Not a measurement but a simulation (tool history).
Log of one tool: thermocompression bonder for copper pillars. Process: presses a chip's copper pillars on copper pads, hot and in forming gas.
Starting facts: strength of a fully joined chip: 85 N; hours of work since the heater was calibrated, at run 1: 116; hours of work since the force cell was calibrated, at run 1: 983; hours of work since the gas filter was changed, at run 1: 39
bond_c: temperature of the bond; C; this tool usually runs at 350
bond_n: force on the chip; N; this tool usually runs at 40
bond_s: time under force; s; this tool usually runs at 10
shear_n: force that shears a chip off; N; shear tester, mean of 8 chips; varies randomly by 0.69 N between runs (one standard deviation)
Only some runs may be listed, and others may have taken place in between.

run    hour  bond_c  bond_n  bond_s  hours of work since the heater was calibrated  hours of work since the force cell was calibrated  hours of work since the gas filter was changed  shear_n
  1     0.0     350      40      10                                            116                                                983                                              39     46.3
  2    40.0     350      40      10                                            134                                               1002                                              58     47.7
  3    79.2     364      40      10                                            152                                               1019                                              75     49.6
      139.8  -- forming gas filter changed
  4   149.8     350      40      10                                            184                                               1052                                               5     47.8
  5   207.8     350      40      10                                            211                                               1078                                              31     47.3
  6   286.0     350      40      10                                            246                                               1114                                              67     45.2
  7   322.9     350      40      10                                            263                                               1131                                              84     44.3
      364.2  -- forming gas filter changed
  8   397.0     350      40      10                                            297                                               1164                                              15     49.4
  9   475.0     350      29      10                                            333                                               1200                                              51     33.7
 10   536.9     350      29      10                                            361                                               1228                                              79     33.3
 11   583.9     350      29      10                                            382                                               1250                                             100     31.8
      590.2  -- forming gas filter changed
 12   649.2     350      29      10                                            412                                               1280                                              27     35.3
 13   684.4     350      29      10                                            428                                               1296                                              43     34.6
 14   741.4     350      29      10                                            454                                               1322                                              69     33.5
 15   789.5     350      29      10                                            476                                               1344                                              91     32.6
      815.3  -- forming gas filter changed
 16   827.6     350      40      16                                            493                                               1361                                               6     56.7
      832.6  -- force cell calibrated
 17   905.3     350      40      16                                            528                                                 33                                              40     56.6
 18   962.4     350      40      16                                            554                                                 59                                              67     54.6
 19  1003.9     328      40      10                                            573                                                 78                                              86     40.2
 20  1037.2     364      42      10                                            589                                                 94                                             101     51.7
     1042.8  -- forming gas filter changed
 21  1083.1     331      42      10                                            609                                                114                                              18     45.9
 22  1160.2     331      42      10                                            645                                                150                                              54     44.1
 23  1193.2     360      53      10                                            660                                                165                                              69     61.6
     1200.3  -- force cell calibrated, once more
 24  1226.4     360      53      10                                            674                                                 12                                              83     56.4
     1273.8  -- forming gas filter changed
 25  1293.0     339      50      16                                            705                                                 42                                               9     58.2
 26  1345.7     331      42       7                                            729                                                 66                                              33     35.5
 27  1414.6     331      34      29                                            760                                                 98                                              64     45.3
 28  1491.0     329      33       6                                            795                                                133                                              99     23.4
     1498.5  -- forming gas filter changed
 29  1540.4     372      42      10                                            817                                                155                                              19     54.0
 30  1599.3     359      38      20                                            844                                                182                                              46     55.8
 31  1664.2     359      32      18                                            874                                                212                                              76     45.1
 32  1698.4     348      37      18                                            890                                                227                                              91     46.7
     1722.6  -- forming gas filter changed
 33  1759.5     355      27      18                                            917                                                255                                              17     37.9
 34  1807.3     355      27      18                                            939                                                277                                              39     38.3

Forecast each of these 5 alternatives for the next run:
  A  1852.9     366      59       7                                            960                                                298                                              60        ?
  B  1852.9     324      27      18                                            960                                                298                                              60        ?
  C  1852.9     350      40       6                                            960                                                298                                              60        ?
  D  1852.9     355      40      18                                            960                                                298                                              60        ?
  E  1852.9     355      25      11                                            960                                                298                                              60        ?

run  shear_n
  A     58.3
  B     28.6
  C     35.6
  D     51.5
  E     28.7
What these runs would have given with no unlogged condition in the tool:
run  shear_n
  A     63.1
  B     31.5
  C     39.0
  D     56.1
  E     31.5
